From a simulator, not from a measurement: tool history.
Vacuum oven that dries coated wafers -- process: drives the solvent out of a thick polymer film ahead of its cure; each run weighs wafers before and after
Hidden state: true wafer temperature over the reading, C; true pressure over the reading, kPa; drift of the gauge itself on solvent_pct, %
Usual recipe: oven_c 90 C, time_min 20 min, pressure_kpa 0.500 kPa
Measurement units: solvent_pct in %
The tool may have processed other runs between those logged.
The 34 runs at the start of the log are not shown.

run    hour  oven_c  time_min  pressure_kpa  hours of work since the thermocouples were calibrated  hours of work since the vacuum gauge was cleaned of residue  solvent_pct
 35  3054.2     104        20         0.362                                                     92                                                         1085         0.45
 36  3164.5      90        16         1.342                                                    157                                                         1150         4.16
 37  3291.6      90        16         1.342                                                    232                                                         1225         4.18
 38  3405.0      90        16         1.342                                                    298                                                         1292         4.27
 39  3475.3      96        31         1.489                                                    340                                                         1333         0.81
 40  3538.4      96        31         1.489                                                    377                                                         1371         0.79
 41  3602.8      90        20         0.266                                                    415                                                         1409         2.75
 42  3710.4      90        20         0.266                                                    479                                                         1472         2.84
 43  3773.6     103        16         0.266                                                    516                                                         1509         1.06
 44  3841.5      82        20         1.702                                                    556                                                         1549         6.08
 45  3954.1      82        20         1.753                                                    622                                                         1616         6.03

Run 46, settings as shown, results not yet in. Your forecast:
     4040.0  -- oven's thermocouples calibrated
 46  4078.8      92        13         1.061                                                     23                                                         1688            ?

{"run 46": {"solvent_pct": 4.34}}
The same run, on a tool lacking any hidden state, would have yielded solvent_pct 4.18 %.
